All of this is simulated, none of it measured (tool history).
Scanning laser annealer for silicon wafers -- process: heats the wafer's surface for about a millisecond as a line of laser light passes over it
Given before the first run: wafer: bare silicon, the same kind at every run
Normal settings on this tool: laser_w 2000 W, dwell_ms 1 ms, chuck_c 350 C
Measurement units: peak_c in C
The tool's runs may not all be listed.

{"run": 1, "hour": 0.0, "laser_w": 2000, "dwell_ms": 1, "chuck_c": 350, "peak_c": 1099}
{"run": 2, "hour": 15.4, "laser_w": 2000, "dwell_ms": 1, "chuck_c": 350, "peak_c": 1094}
{"run": 3, "hour": 32.3, "laser_w": 1942, "dwell_ms": 1, "chuck_c": 350, "peak_c": 1071}
{"run": 4, "hour": 48.1, "laser_w": 1942, "dwell_ms": 1, "chuck_c": 350, "peak_c": 1070}
{"run": 5, "hour": 74.8, "laser_w": 2000, "dwell_ms": 1, "chuck_c": 381, "peak_c": 1125}
{"run": 6, "hour": 101.3, "laser_w": 2000, "dwell_ms": 1, "chuck_c": 381, "peak_c": 1122}
{"run": 7, "hour": 125.6, "laser_w": 2000, "dwell_ms": 1, "chuck_c": 381, "peak_c": 1127}
{"run": 8, "hour": 157.7, "laser_w": 2000, "dwell_ms": 1, "chuck_c": 381, "peak_c": 1123}
{"run": 9, "hour": 188.6, "laser_w": 2000, "dwell_ms": 1, "chuck_c": 381, "peak_c": 1120}
{"run": 10, "hour": 219.7, "laser_w": 2000, "dwell_ms": 1.16, "chuck_c": 381, "peak_c": 1169}
{"run": 11, "hour": 242.5, "laser_w": 2000, "dwell_ms": 1.16, "chuck_c": 381, "peak_c": 1166}
{"run": 12, "hour": 266.4, "laser_w": 1941, "dwell_ms": 1.16, "chuck_c": 381, "peak_c": 1139}
{"run": 13, "hour": 285.2, "laser_w": 2141, "dwell_ms": 0.92, "chuck_c": 362, "peak_c": 1125}
{"run": 14, "hour": 307.9, "laser_w": 1819, "dwell_ms": 1, "chuck_c": 350, "peak_c": 1014}
{"run": 15, "hour": 339.7, "laser_w": 1819, "dwell_ms": 1.08, "chuck_c": 337, "peak_c": 1021}
{"hour": 345.6, "done": "laser's power meter calibrated"}
{"run": 16, "hour": 374.1, "laser_w": 1819, "dwell_ms": 1.08, "chuck_c": 337, "peak_c": 1017}
{"run": 17, "hour": 393.2, "laser_w": 2104, "dwell_ms": 1.08, "chuck_c": 331, "peak_c": 1133}
{"run": 18, "hour": 409.7, "laser_w": 2121, "dwell_ms": 0.73, "chuck_c": 331, "peak_c": 1011}
{"run": 19, "hour": 425.9, "laser_w": 1903, "dwell_ms": 0.91, "chuck_c": 342, "peak_c": 1005}
{"run": 20, "hour": 444.3, "laser_w": 2130, "dwell_ms": 1, "chuck_c": 380, "peak_c": 1162}
{"hour": 468.9, "done": "laser's power meter calibrated, once more"}
{"run": 21, "hour": 482.4, "laser_w": 2000, "dwell_ms": 1.25, "chuck_c": 368, "peak_c": 1181}

Below are 5 alternative next runs, each starting from the tool's condition after run 21. Predict each:
{"run": "A", "hour": 500.2, "laser_w": 2000, "dwell_ms": 0.78, "chuck_c": 368, "peak_c": "?"}
{"run": "B", "hour": 500.2, "laser_w": 1902, "dwell_ms": 0.87, "chuck_c": 360, "peak_c": "?"}
{"run": "C", "hour": 500.2, "laser_w": 1864, "dwell_ms": 1.25, "chuck_c": 347, "peak_c": "?"}
{"run": "D", "hour": 500.2, "laser_w": 1792, "dwell_ms": 0.96, "chuck_c": 318, "peak_c": "?"}
{"run": "E", "hour": 500.2, "laser_w": 2056, "dwell_ms": 1.17, "chuck_c": 323, "peak_c": "?"}

run=A peak_c=1024
run=B peak_c=1013
run=C peak_c=1094
run=D peak_c=954
run=E peak_c=1134
With the hidden condition removed and each run's random variation left untouched, the same runs would have given:
run=A peak_c=1050
run=B peak_c=1038
run=C peak_c=1124
run=D peak_c=979
run=E peak_c=1166
